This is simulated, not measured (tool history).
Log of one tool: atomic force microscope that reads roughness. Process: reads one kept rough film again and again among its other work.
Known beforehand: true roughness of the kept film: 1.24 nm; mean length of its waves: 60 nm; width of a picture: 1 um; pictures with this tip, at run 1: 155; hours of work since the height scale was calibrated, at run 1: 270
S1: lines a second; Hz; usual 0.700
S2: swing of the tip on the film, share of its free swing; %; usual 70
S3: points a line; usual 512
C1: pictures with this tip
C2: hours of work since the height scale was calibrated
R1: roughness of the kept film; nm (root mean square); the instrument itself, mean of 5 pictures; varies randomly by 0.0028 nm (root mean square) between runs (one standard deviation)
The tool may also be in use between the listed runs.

Run 1, hour 0.0: usual settings; C1 155; C2 270. Result: R1 1.196 nm (root mean square).
Run 2, hour 12.6: usual settings; C1 182; C2 280. Result: R1 1.191 nm (root mean square).
Run 3, hour 37.5: usual settings but S2 87 %; C1 235; C2 299. Result: R1 1.163 nm (root mean square).
Run 4, hour 57.2: usual settings but S1 1.662 Hz, S2 87 %; C1 276; C2 315. Result: R1 1.120 nm (root mean square).
At hour 67.5: new tip fitted.
Run 5, hour 74.2: usual settings; C1 14; C2 328. Result: R1 1.211 nm (root mean square).
Run 6, hour 100.5: usual settings; C1 70; C2 349. Result: R1 1.204 nm (root mean square).
Run 7, hour 123.4: usual settings; C1 119; C2 367. Result: R1 1.203 nm (root mean square).
Run 8, hour 146.3: usual settings; C1 167; C2 385. Result: R1 1.198 nm (root mean square).
Run 9, hour 169.1: usual settings; C1 216; C2 403. Result: R1 1.194 nm (root mean square).
Run 10, hour 191.6: usual settings; C1 264; C2 421. Result: R1 1.189 nm (root mean square).
Run 11, hour 204.1: usual settings but S2 64 %; C1 290; C2 431. Result: R1 1.188 nm (root mean square).
At hour 209.2: new tip fitted.
Run 12, hour 224.7: usual settings but S3 460; C1 33; C2 447. Result: R1 1.204 nm (root mean square).
Run 13, hour 248.0: usual settings; C1 82; C2 465. Result: R1 1.206 nm (root mean square).
Run 14, hour 266.7: usual settings; C1 122; C2 480. Result: R1 1.201 nm (root mean square).
Run 15, hour 278.7: usual settings but S1 2.528 Hz, S2 58 %; C1 147; C2 489. Result: R1 1.181 nm (root mean square).
At hour 282.0: height scale calibrated on a step standard.
Run 16, hour 297.4: usual settings but S1 3.233 Hz, S2 68 %, S3 707; C1 185; C2 12. Result: R1 1.150 nm (root mean square).
Run 17, hour 320.6: usual settings but S1 0.999 Hz, S2 87 %; C1 234; C2 31. Result: R1 1.149 nm (root mean square).
Run 18, hour 340.3: usual settings but S1 2.240 Hz, S2 56 %; C1 276; C2 46. Result: R1 1.183 nm (root mean square).
At hour 350.9: new tip fitted.
Run 19, hour 360.9: usual settings but S1 3.172 Hz, S2 69 %, S3 420; C1 22; C2 62. Result: R1 1.161 nm (root mean square).
Run 20, hour 379.9: usual settings but S1 0.674 Hz, S2 69 %, S3 580; C1 62; C2 77. Result: R1 1.205 nm (root mean square).
Run 21, hour 406.5: usual settings but S1 0.674 Hz, S2 69 %, S3 580; C1 118; C2 98. Result: R1 1.198 nm (root mean square).
At hour 410.4: height scale calibrated on a step standard, once more.
Run 22, hour 424.0: usual settings but S1 0.904 Hz, S3 275; C1 153; C2 11. Result: R1 1.185 nm (root mean square).
Run 23, hour 449.8: usual settings but S1 0.904 Hz, S3 275; C1 208; C2 31. Result: R1 1.178 nm (root mean square).
Run 24, hour 468.4: usual settings but S1 0.904 Hz, S3 275; C1 248; C2 46. Result: R1 1.174 nm (root mean square).
Run 25, hour 484.5: usual settings but S1 1.014 Hz, S2 87 %, S3 442; C1 282; C2 59. Result: R1 1.143 nm (root mean square).
At hour 492.8: new tip fitted.
Run 26, hour 499.2: usual settings but S1 1.014 Hz, S2 87 %, S3 698; C1 14; C2 70. Result: R1 1.173 nm (root mean square).

The next listed run, before its measurement:
Run 27, hour 526.6: usual settings but S1 2.632 Hz, S2 68 %, S3 468; C1 72; C2 92. Result: R1 ?.

Logged for run 27: R1 1.166 nm (root mean square).
On a tool with no hidden condition, and with the same random variation, this run would have come out at R1 1.174 nm (root mean square).
